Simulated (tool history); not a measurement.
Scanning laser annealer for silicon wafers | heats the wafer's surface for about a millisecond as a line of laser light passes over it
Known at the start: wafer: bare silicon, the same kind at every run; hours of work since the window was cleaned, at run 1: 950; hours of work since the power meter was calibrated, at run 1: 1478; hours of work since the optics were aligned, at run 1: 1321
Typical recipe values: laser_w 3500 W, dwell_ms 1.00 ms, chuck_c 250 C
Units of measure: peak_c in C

| run | hour | laser_w | dwell_ms | chuck_c | hours of work since the window was cleaned | hours of work since the power meter was calibrated | hours of work since the optics were aligned | peak_c |
|---|---|---|---|---|---|---|---|---|
| 1 | 0.0 | 3500 | 1.00 | 250 | 950 | 1478 | 1321 | 1093 |
| 2 | 53.1 | 3500 | 1.00 | 250 | 980 | 1509 | 1352 | 1094 |
|  | 85.3 | window over the wafer cleaned |
| 3 | 88.5 | 3500 | 1.00 | 250 | 2 | 1528 | 1371 | 1094 |
| 4 | 133.4 | 3500 | 1.00 | 250 | 27 | 1553 | 1396 | 1095 |
| 5 | 164.5 | 3500 | 1.00 | 250 | 45 | 1571 | 1414 | 1094 |
| 6 | 236.9 | 3500 | 1.00 | 250 | 87 | 1612 | 1455 | 1093 |
| 7 | 302.3 | 3500 | 1.00 | 250 | 124 | 1650 | 1493 | 1093 |
| 8 | 365.4 | 3500 | 1.00 | 250 | 160 | 1686 | 1529 | 1100 |
| 9 | 416.6 | 3500 | 1.00 | 250 | 189 | 1715 | 1558 | 1096 |
| 10 | 482.7 | 3500 | 1.00 | 250 | 227 | 1753 | 1596 | 1092 |
| 11 | 533.7 | 3500 | 1.00 | 250 | 256 | 1782 | 1625 | 1095 |
| 12 | 592.2 | 3500 | 1.00 | 250 | 290 | 1816 | 1659 | 1093 |
| 13 | 659.7 | 3500 | 1.00 | 250 | 328 | 1854 | 1697 | 1095 |
| 14 | 732.1 | 3500 | 1.00 | 250 | 370 | 1896 | 1739 | 1097 |
| 15 | 793.8 | 3500 | 1.00 | 250 | 405 | 1931 | 1774 | 1095 |
| 16 | 853.5 | 3579 | 1.00 | 250 | 439 | 1965 | 1808 | 1113 |
| 17 | 921.0 | 3579 | 1.00 | 250 | 478 | 2004 | 1847 | 1113 |
| 18 | 986.1 | 3579 | 1.00 | 250 | 515 | 2041 | 1884 | 1115 |
| 19 | 1025.8 | 3500 | 1.00 | 248 | 538 | 2064 | 1907 | 1093 |
|  | 1042.0 | optics aligned, line set to its width |
| 20 | 1097.6 | 3500 | 1.00 | 248 | 576 | 2102 | 32 | 1095 |
| 21 | 1158.2 | 3500 | 1.00 | 222 | 611 | 2137 | 66 | 1069 |
| 22 | 1203.8 | 3096 | 0.81 | 250 | 637 | 2163 | 93 | 918 |
| 23 | 1262.6 | 3096 | 0.81 | 250 | 670 | 2196 | 126 | 918 |
| 24 | 1319.5 | 3812 | 1.00 | 247 | 703 | 2229 | 159 | 1171 |
| 25 | 1385.3 | 3288 | 1.24 | 249 | 741 | 2266 | 196 | 1138 |
| 26 | 1427.0 | 3469 | 0.87 | 245 | 764 | 2290 | 220 | 1021 |
| 27 | 1480.9 | 3821 | 0.77 | 263 | 795 | 2321 | 251 | 1067 |
| 28 | 1512.1 | 3329 | 0.77 | 263 | 813 | 2339 | 269 | 961 |
| 29 | 1547.4 | 3450 | 1.00 | 280 | 833 | 2359 | 289 | 1113 |
| 30 | 1600.7 | 3450 | 1.18 | 261 | 864 | 2390 | 320 | 1170 |
| 31 | 1637.9 | 3009 | 0.75 | 250 | 885 | 2411 | 341 | 872 |
| 32 | 1683.4 | 3500 | 0.94 | 267 | 911 | 2437 | 367 | 1083 |
| 33 | 1746.6 | 3216 | 1.01 | 257 | 947 | 2473 | 403 | 1039 |
| 34 | 1800.4 | 3216 | 1.10 | 257 | 978 | 2504 | 434 | 1073 |
|  | 1839.7 | window over the wafer cleaned |
| 35 | 1872.5 | 2977 | 0.86 | 269 | 19 | 2544 | 474 | 929 |
| 36 | 1922.1 | 3126 | 0.93 | 236 | 47 | 2572 | 502 | 960 |
| 37 | 1967.3 | 3126 | 0.84 | 281 | 73 | 2598 | 528 | 970 |
| 38 | 2015.4 | 3500 | 1.00 | 213 | 100 | 2626 | 556 | 1056 |
| 39 | 2089.1 | 3546 | 1.19 | 263 | 143 | 2668 | 598 | 1205 |
| 40 | 2130.0 | 3546 | 1.19 | 263 | 166 | 2691 | 621 | 1205 |
| 41 | 2200.3 | 3546 | 1.19 | 263 | 206 | 2731 | 661 | 1205 |

How the hidden state differs across the entries between the runs, from the last listed run before each to the first after it:
Logged between run 2 and run 3: window over the wafer cleaned (hour 85.3)
  light that passes the window, % of a clean one's: 99.85 -> 100
Logged between run 19 and run 20: optics aligned, line set to its width (hour 1042.0)
  light that passes the window, % of a clean one's: 99.91 -> 99.9; width of the line over the set one, %: 0.07 -> 0
Logged between run 34 and run 35: window over the wafer cleaned (hour 1839.7)
  light that passes the window, % of a clean one's: 99.84 -> 99.99
